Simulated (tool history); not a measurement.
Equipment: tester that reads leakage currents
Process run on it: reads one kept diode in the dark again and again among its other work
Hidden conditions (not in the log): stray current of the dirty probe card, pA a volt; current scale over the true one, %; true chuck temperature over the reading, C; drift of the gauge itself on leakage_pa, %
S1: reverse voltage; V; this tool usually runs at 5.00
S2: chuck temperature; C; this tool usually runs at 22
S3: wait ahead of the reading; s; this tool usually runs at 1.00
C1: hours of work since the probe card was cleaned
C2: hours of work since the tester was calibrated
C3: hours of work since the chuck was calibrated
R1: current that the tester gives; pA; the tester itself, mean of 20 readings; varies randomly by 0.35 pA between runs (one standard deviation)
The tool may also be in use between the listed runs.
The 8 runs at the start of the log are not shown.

Run 9, hour 722.6: usual settings but S3 3.03 s; C1 929; C2 2038; C3 335. Result: R1 124.60 pA.
Run 10, hour 870.8: usual settings but S3 3.03 s; C1 1007; C2 2115; C3 412. Result: R1 126.09 pA.
Run 11, hour 1018.3: usual settings but S1 5.75 V; C1 1084; C2 2192; C3 490. Result: R1 138.10 pA.
Run 12, hour 1128.5: usual settings but S1 5.75 V; C1 1142; C2 2250; C3 547. Result: R1 139.74 pA.
Run 13, hour 1224.2: usual settings but S1 5.75 V; C1 1192; C2 2300; C3 597. Result: R1 140.83 pA.
Run 14, hour 1341.2: usual settings; C1 1253; C2 2361; C3 658. Result: R1 129.68 pA.
Run 15, hour 1408.7: usual settings but S2 48 C; C1 1288; C2 2396; C3 694. Result: R1 998.72 pA.
Run 16, hour 1488.1: usual settings but S2 48 C, S3 0.76 s; C1 1330; C2 2438; C3 735. Result: R1 1001.61 pA.
Run 17, hour 1627.5: usual settings but S1 3.00 V, S2 48 C, S3 0.35 s; C1 1403; C2 2511; C3 808. Result: R1 741.37 pA.
Run 18, hour 1694.3: usual settings but S1 3.00 V, S2 48 C, S3 0.35 s; C1 1438; C2 2546; C3 843. Result: R1 744.42 pA.
Run 19, hour 1775.8: usual settings but S1 3.00 V, S2 48 C, S3 0.35 s; C1 1480; C2 2588; C3 886. Result: R1 750.00 pA.
Run 20, hour 1868.2: usual settings but S1 1.03 V, S2 38 C, S3 7.78 s; C1 1529; C2 2637; C3 934. Result: R1 184.44 pA.
Run 21, hour 1975.7: usual settings but S1 1.03 V, S2 38 C, S3 7.78 s; C1 1585; C2 2693; C3 990. Result: R1 185.68 pA.
Run 22, hour 2046.4: usual settings but S1 12.85 V, S2 35 C, S3 0.34 s; C1 1622; C2 2730; C3 1027. Result: R1 681.99 pA.
Run 23, hour 2132.1: usual settings but S1 12.85 V, S2 54 C, S3 1.14 s; C1 1667; C2 2775; C3 1072. Result: R1 2795.12 pA.
Run 24, hour 2211.2: usual settings but S1 10.92 V, S2 51 C, S3 2.58 s; C1 1708; C2 2816; C3 1113. Result: R1 2048.78 pA.
Run 25, hour 2362.3: usual settings but S1 2.03 V, S2 24 C, S3 2.58 s; C1 1787; C2 2895; C3 1193. Result: R1 92.59 pA.
Run 26, hour 2448.8: usual settings but S2 21 C; C1 1832; C2 2940; C3 1238. Result: R1 127.31 pA.
Run 27, hour 2525.0: usual settings but S1 1.34 V, S3 2.83 s; C1 1872; C2 2980; C3 1278. Result: R1 60.78 pA.
At hour 2536.0: probe card cleaned and baked.
Run 28, hour 2634.3: usual settings but S1 4.07 V, S2 33 C, S3 1.09 s; C1 51; C2 3036; C3 1333. Result: R1 287.99 pA.
Run 29, hour 2770.8: usual settings but S1 12.77 V, S2 58 C, S3 0.59 s; C1 123; C2 3107; C3 1405. Result: R1 3740.68 pA.
Run 30, hour 2859.3: usual settings but S1 12.77 V, S2 58 C, S3 0.59 s; C1 169; C2 3153; C3 1451. Result: R1 3739.69 pA.
Run 31, hour 3002.8: usual settings but S1 12.77 V, S2 58 C, S3 0.80 s; C1 244; C2 3229; C3 1526. Result: R1 3759.49 pA.
Run 32, hour 3081.9: usual settings but S1 12.77 V, S2 58 C, S3 0.80 s; C1 286; C2 3270; C3 1567. Result: R1 3787.13 pA.

Consider 4 possible next runs. They are alternatives, not a sequence: every one starts from the tool as it was left by run 32. What does each give?
Run A, hour 3213.9: usual settings but S1 8.65 V, S2 51 C, S3 1.33 s; C1 355; C2 3339; C3 1636. Result: R1 ?.
Run B, hour 3213.9: usual settings but S1 12.69 V, S3 5.00 s; C1 355; C2 3339; C3 1636. Result: R1 ?.
Run C, hour 3213.9: usual settings but S1 18.56 V, S2 35 C; C1 355; C2 3339; C3 1636. Result: R1 ?.
Run D, hour 3213.9: usual settings but S2 27 C; C1 355; C2 3339; C3 1636. Result: R1 ?.

run       R1
  A  1826.72
  B   237.97
  C   869.69
  D   205.71
With no hidden state in the tool, these same runs would have given:
run       R1
  A  1611.37
  B   201.50
  C   753.76
  D   176.97

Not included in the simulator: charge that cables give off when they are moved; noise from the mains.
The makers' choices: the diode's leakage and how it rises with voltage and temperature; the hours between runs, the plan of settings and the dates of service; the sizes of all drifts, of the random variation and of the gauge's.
